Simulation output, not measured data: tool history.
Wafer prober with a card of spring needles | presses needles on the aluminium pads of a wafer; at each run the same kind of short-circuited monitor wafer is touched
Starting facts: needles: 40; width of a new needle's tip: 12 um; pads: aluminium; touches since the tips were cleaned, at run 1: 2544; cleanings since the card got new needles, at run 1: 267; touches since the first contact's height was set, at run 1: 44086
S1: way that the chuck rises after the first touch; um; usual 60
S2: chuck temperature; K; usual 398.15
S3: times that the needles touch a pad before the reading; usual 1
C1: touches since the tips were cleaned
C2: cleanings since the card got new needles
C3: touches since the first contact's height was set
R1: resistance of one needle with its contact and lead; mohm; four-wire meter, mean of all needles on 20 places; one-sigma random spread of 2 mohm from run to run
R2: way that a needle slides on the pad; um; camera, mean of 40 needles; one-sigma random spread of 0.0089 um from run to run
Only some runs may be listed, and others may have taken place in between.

run   hour  S1      S2  S3    C1   C2     C3   R1      R2
  1      0  60  398.15   1  2544  267  44086  219  11.993
       1.8  -- tips cleaned on abrasive film
      10.4  -- tips cleaned on abrasive film
      17.2  -- tips cleaned on abrasive film
      25.8  -- tips cleaned on abrasive film
      34.4  -- tips cleaned on abrasive film
      38.1  -- height of the first contact set anew
  2   41.3  60  398.15   1  2929  272   1419  218   11.99
        43  -- tips cleaned on abrasive film
      49.9  -- tips cleaned on abrasive film
      58.5  -- tips cleaned on abrasive film
      67.1  -- tips cleaned on abrasive film
      75.6  -- tips cleaned on abrasive film
      82.5  -- tips cleaned on abrasive film
      91.1  -- tips cleaned on abrasive film
        98  -- tips cleaned on abrasive film
       110  -- card fitted with new needles
  3  114.5  60  398.15   1  2022    0   2022  218  11.992
       118  -- tips cleaned on abrasive film
     126.6  -- tips cleaned on abrasive film
     135.1  -- tips cleaned on abrasive film
     143.7  -- tips cleaned on abrasive film
     150.6  -- tips cleaned on abrasive film
  4  151.2  60  398.15   1   264    5  18147  217  11.973
     158.1  -- tips cleaned on abrasive film
     166.6  -- tips cleaned on abrasive film
     175.2  -- tips cleaned on abrasive film
     183.8  -- tips cleaned on abrasive film
     192.3  -- tips cleaned on abrasive film
     200.9  -- tips cleaned on abrasive film
     207.8  -- tips cleaned on abrasive film
     214.8  -- tips cleaned on abrasive film
  5  214.8  60  398.15   1     0   13  46155  221   11.98
     223.4  -- tips cleaned on abrasive film
     231.9  -- tips cleaned on abrasive film
     240.5  -- tips cleaned on abrasive film
     247.6  -- height of the first contact set anew
     249.4  -- tips cleaned on abrasive film
     256.3  -- tips cleaned on abrasive film
  6  259.5  60  398.15   1  1428   18   5205  220   11.99
     264.6  -- tips cleaned on abrasive film
     273.2  -- tips cleaned on abrasive film
     281.8  -- tips cleaned on abrasive film
     290.4  -- tips cleaned on abrasive film
     298.9  -- tips cleaned on abrasive film
     307.5  -- tips cleaned on abrasive film
  7  314.2  60  398.15   1  3004   24  29358  219  11.964
       316  -- tips cleaned on abrasive film
     324.6  -- tips cleaned on abrasive film
     333.2  -- tips cleaned on abrasive film
     340.1  -- tips cleaned on abrasive film
     348.6  -- tips cleaned on abrasive film
  8  350.1  41  398.15   3   656   29  45120  225   8.169
       357  -- tips cleaned on abrasive film
     363.9  -- tips cleaned on abrasive film
     372.4  -- tips cleaned on abrasive film
       381  -- tips cleaned on abrasive film
     386.4  -- height of the first contact set anew
     389.9  -- tips cleaned on abrasive film
     396.7  -- tips cleaned on abrasive film
  9  402.2  43  398.15   1  2426   35   6959  224   8.578
       404  -- tips cleaned on abrasive film
     410.9  -- tips cleaned on abrasive film
     419.4  -- tips cleaned on abrasive film
       428  -- tips cleaned on abrasive film
     436.6  -- tips cleaned on abrasive film
     445.2  -- tips cleaned on abrasive film
 10  447.9  55  304.15   2  1219   41  27061  200  10.961
     453.1  -- tips cleaned on abrasive film
     461.6  -- tips cleaned on abrasive film
     470.2  -- tips cleaned on abrasive film
     478.8  -- tips cleaned on abrasive film
     485.7  -- tips cleaned on abrasive film
     494.2  -- tips cleaned on abrasive film
     501.1  -- tips cleaned on abrasive film
     509.7  -- tips cleaned on abrasive film
     516.6  -- tips cleaned on abrasive film
 11  516.9  51  298.15   2   137   50  57411  202  10.169
     523.7  -- tips cleaned on abrasive film
     525.7  -- height of the first contact set anew
     532.6  -- tips cleaned on abrasive film
     541.2  -- tips cleaned on abrasive film
     549.8  -- tips cleaned on abrasive film
 12  550.3  51  298.15   2   248   54  10823  199  10.157
     557.2  -- tips cleaned on abrasive film
     564.1  -- tips cleaned on abrasive film
     572.6  -- tips cleaned on abrasive film
     581.2  -- tips cleaned on abrasive film
     589.8  -- tips cleaned on abrasive film
     598.4  -- tips cleaned on abrasive film
 13  600.2  60  315.15   2   814   60  32787  202  11.944

Forecast each of these 5 alternatives for the next run:
     605.4  -- tips cleaned on abrasive film
     612.2  -- tips cleaned on abrasive film
     620.8  -- tips cleaned on abrasive film
     629.4  -- tips cleaned on abrasive film
     636.3  -- tips cleaned on abrasive film
  A   643  43  389.15   1  2985  65  51634   ?   ?
     605.4  -- tips cleaned on abrasive film
     612.2  -- tips cleaned on abrasive film
     620.8  -- tips cleaned on abrasive film
     629.4  -- tips cleaned on abrasive film
     636.3  -- tips cleaned on abrasive film
  B   643  60  398.15   3  2985  65  51634   ?   ?
     605.4  -- tips cleaned on abrasive film
     612.2  -- tips cleaned on abrasive film
     620.8  -- tips cleaned on abrasive film
     629.4  -- tips cleaned on abrasive film
     636.3  -- tips cleaned on abrasive film
  C   643  60  398.15   3  2985  65  51634   ?   ?
     605.4  -- tips cleaned on abrasive film
     612.2  -- tips cleaned on abrasive film
     620.8  -- tips cleaned on abrasive film
     629.4  -- tips cleaned on abrasive film
     636.3  -- tips cleaned on abrasive film
  D   643  60  364.15   1  2985  65  51634   ?   ?
     605.4  -- tips cleaned on abrasive film
     612.2  -- tips cleaned on abrasive film
     620.8  -- tips cleaned on abrasive film
     629.4  -- tips cleaned on abrasive film
     636.3  -- tips cleaned on abrasive film
  E   643  75  346.15   3  2985  65  51634   ?   ?

run   R1      R2
  A  220   8.546
  B  219  11.958
  C  220   11.94
  D  212  11.928
  E  206  14.931
Without the tool's hidden state the same runs would have given:
run   R1      R2
  A  219    8.59
  B  218  12.018
  C  220  12.001
  D  211  11.989
  E  206  15.006
